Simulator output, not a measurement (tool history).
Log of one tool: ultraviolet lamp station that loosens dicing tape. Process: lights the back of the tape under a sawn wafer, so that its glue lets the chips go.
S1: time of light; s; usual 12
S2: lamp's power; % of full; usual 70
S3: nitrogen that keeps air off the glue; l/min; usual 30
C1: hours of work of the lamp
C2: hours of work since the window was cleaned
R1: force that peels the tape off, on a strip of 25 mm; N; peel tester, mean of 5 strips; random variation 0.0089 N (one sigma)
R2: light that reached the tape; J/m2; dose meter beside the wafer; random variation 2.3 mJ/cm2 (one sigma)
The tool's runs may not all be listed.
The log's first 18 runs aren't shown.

Run 19, hour 218.5: usual settings but S3 32 l/min; C1 493; C2 19. Result: R1 0.509 N, R2 1970 J/m2.
Run 20, hour 234.0: usual settings but S2 73 % of full, S3 51 l/min; C1 503; C2 29. Result: R1 0.415 N, R2 2000 J/m2.
Run 21, hour 243.0: usual settings but S2 73 % of full, S3 51 l/min; C1 509; C2 35. Result: R1 0.404 N, R2 2010 J/m2.
Run 22, hour 262.1: usual settings but S2 73 % of full, S3 51 l/min; C1 522; C2 48. Result: R1 0.417 N, R2 1980 J/m2.
At hour 268.3: window cleaned of glue's vapour, once more.
Run 23, hour 280.8: usual settings but S2 73 % of full, S3 51 l/min; C1 534; C2 8. Result: R1 0.371 N, R2 2170 J/m2.
Run 24, hour 294.9: usual settings but S3 41 l/min; C1 544; C2 18. Result: R1 0.414 N, R2 2080 J/m2.
Run 25, hour 307.2: usual settings but S1 17 s, S3 14 l/min; C1 552; C2 26. Result: R1 0.367 N, R2 2960 J/m2.
Run 26, hour 315.8: usual settings but S1 17 s, S3 14 l/min; C1 558; C2 32. Result: R1 0.373 N, R2 2940 J/m2.
Run 27, hour 324.3: usual settings but S2 91 % of full, S3 21 l/min; C1 563; C2 37. Result: R1 0.356 N, R2 2680 J/m2.
Run 28, hour 340.4: usual settings but S2 72 % of full, S3 40 l/min; C1 574; C2 48. Result: R1 0.406 N, R2 2130 J/m2.
Run 29, hour 355.7: usual settings but S1 10 s, S2 61 % of full, S3 57 l/min; C1 584; C2 58. Result: R1 0.640 N, R2 1500 J/m2.
Run 30, hour 364.3: usual settings but S1 10 s, S2 61 % of full, S3 57 l/min; C1 590; C2 64. Result: R1 0.659 N, R2 1490 J/m2.
Run 31, hour 373.0: usual settings but S1 10 s, S2 61 % of full, S3 57 l/min; C1 596; C2 70. Result: R1 0.671 N, R2 1490 J/m2.

Forecast each of these 4 alternatives for the next run:
Run A, hour 387.3: usual settings but S1 14 s; C1 605; C2 80. Result: R1 ?, R2 ?.
Run B, hour 387.3: usual settings but S1 8 s, S3 23 l/min; C1 605; C2 80. Result: R1 ?, R2 ?.
Run C, hour 387.3: usual settings but S1 21 s; C1 605; C2 80. Result: R1 ?, R2 ?.
Run D, hour 387.3: usual settings but S1 10 s, S2 61 % of full, S3 50 l/min; C1 605; C2 80. Result: R1 ?, R2 ?.

run     R1    R2
  A  0.384  2360
  B  0.973  1360
  C  0.162  3550
  D  0.673  1500
Without the tool's hidden state the same runs would have given:
run     R1    R2
  A  0.283  2770
  B  0.796  1590
  C  0.122  4170
  D  0.526  1760
